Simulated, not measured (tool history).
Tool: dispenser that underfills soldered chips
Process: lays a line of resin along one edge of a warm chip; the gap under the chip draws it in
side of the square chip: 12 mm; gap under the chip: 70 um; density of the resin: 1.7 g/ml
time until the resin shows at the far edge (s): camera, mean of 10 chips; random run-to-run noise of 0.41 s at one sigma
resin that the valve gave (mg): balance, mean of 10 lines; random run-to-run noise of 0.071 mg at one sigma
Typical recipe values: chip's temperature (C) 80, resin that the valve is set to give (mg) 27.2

run	hour	chip's temperature (C)	resin that the valve is set to give (mg)	time until the resin shows at the far edge (s)	resin that the valve gave (mg)
1	0.0	80	27.2	38.8	27.08
2	3.8	69	27.2	82.5	26.95
3	8.6	69	27.2	109.6	26.90
# hour 9.6: new syringe of resin
4	13.3	80	27.2	33.6	26.79
5	15.5	80	27.2	38.4	26.81
6	18.5	80	27.2	47.6	26.63
7	23.4	75	27.2	80.9	26.62
# hour 25.1: new syringe of resin
8	28.0	75	27.2	40.8	26.60
9	31.9	75	27.2	51.7	26.56
10	35.9	75	27.2	66.6	26.48
11	39.2	80	27.2	66.3	26.25
# hour 40.5: new syringe of resin
12	43.3	80	27.2	32.6	26.30
13	46.7	80	27.2	40.7	26.13
14	49.3	80	27.2	47.7	26.22
15	52.1	80	27.2	56.3	26.20
# hour 55.9: dispensing valve cleaned and set on the balance
16	56.1	85	27.1	54.1	26.90
# hour 57.1: new syringe of resin
17	59.1	83	23.2	27.3	22.97
18	61.7	85	26.7	29.7	26.49
19	66.2	81	33.2	45.1	32.85
20	70.7	82	28.3	57.6	27.79
# hour 72.5: new syringe of resin
21	75.0	82	28.3	29.0	27.84
22	77.6	82	28.3	33.5	27.73
23	82.3	82	28.3	43.9	27.81
24	84.4	74	27.2	72.6	26.68
25	87.4	91	27.6	42.2	27.01
# hour 87.9: new syringe of resin
26	89.9	93	26.0	17.4	25.28
27	93.6	72	25.5	54.3	24.84
28	97.7	72	25.5	70.8	24.81
29	100.5	72	25.5	84.0	24.69
# hour 103.3: new syringe of resin
30	104.1	90	33.5	17.8	32.27

Consider 5 possible next runs. They are alternatives, not a sequence: every one starts from the tool as it was left by run 30. What does each give?
A	106.5	87	25.5	?	?
B	106.5	83	26.8	?	?
C	106.5	70	35.1	?	?
D	106.5	78	34.4	?	?
E	106.5	87	29.3	?	?

run	time until the resin shows at the far edge (s)	resin that the valve gave (mg)
A	24.5	24.59
B	29.1	25.96
C	50.3	33.90
D	34.8	33.30
E	24.0	28.31
With the hidden condition removed and each run's random variation left untouched, the same runs would have given:
run	time until the resin shows at the far edge (s)	resin that the valve gave (mg)
A	20.4	25.49
B	24.4	26.91
C	42.3	35.14
D	29.1	34.52
E	20.0	29.34

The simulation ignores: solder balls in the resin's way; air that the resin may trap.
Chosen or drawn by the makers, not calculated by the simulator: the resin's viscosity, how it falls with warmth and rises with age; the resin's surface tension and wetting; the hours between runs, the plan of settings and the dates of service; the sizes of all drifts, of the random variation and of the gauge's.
